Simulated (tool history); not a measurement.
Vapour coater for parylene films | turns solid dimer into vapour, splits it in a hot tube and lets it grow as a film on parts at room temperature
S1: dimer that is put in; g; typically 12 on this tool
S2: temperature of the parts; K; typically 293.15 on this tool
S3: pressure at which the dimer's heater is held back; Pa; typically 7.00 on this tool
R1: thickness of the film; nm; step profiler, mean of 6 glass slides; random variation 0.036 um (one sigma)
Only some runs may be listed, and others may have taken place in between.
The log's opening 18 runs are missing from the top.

run	hour	S1	S2	S3	R1
19	292.1	12	293.15	7.00	3800
20	310.9	12	293.15	7.00	3780
21	321.0	12	293.15	7.00	3690
22	338.1	12	293.15	7.00	3760
23	359.8	12	293.15	7.00	3790
24	382.0	12	293.15	7.00	3790
25	395.0	12	293.15	7.00	3790
26	412.3	12	293.15	7.00	3790
27	424.1	12	293.15	11.33	3380
28	445.4	5	302.15	3.17	1610
29	457.1	5	302.15	3.17	1670
30	466.2	16	297.15	3.00	5800
31	478.3	16	297.15	3.00	5750

Predict the results of run 32:
32	498.5	8	293.15	7.00	?

Run 32 yielded R1 2530 nm.
Had the tool carried no hidden state, the very same run would have given R1 2530 nm.
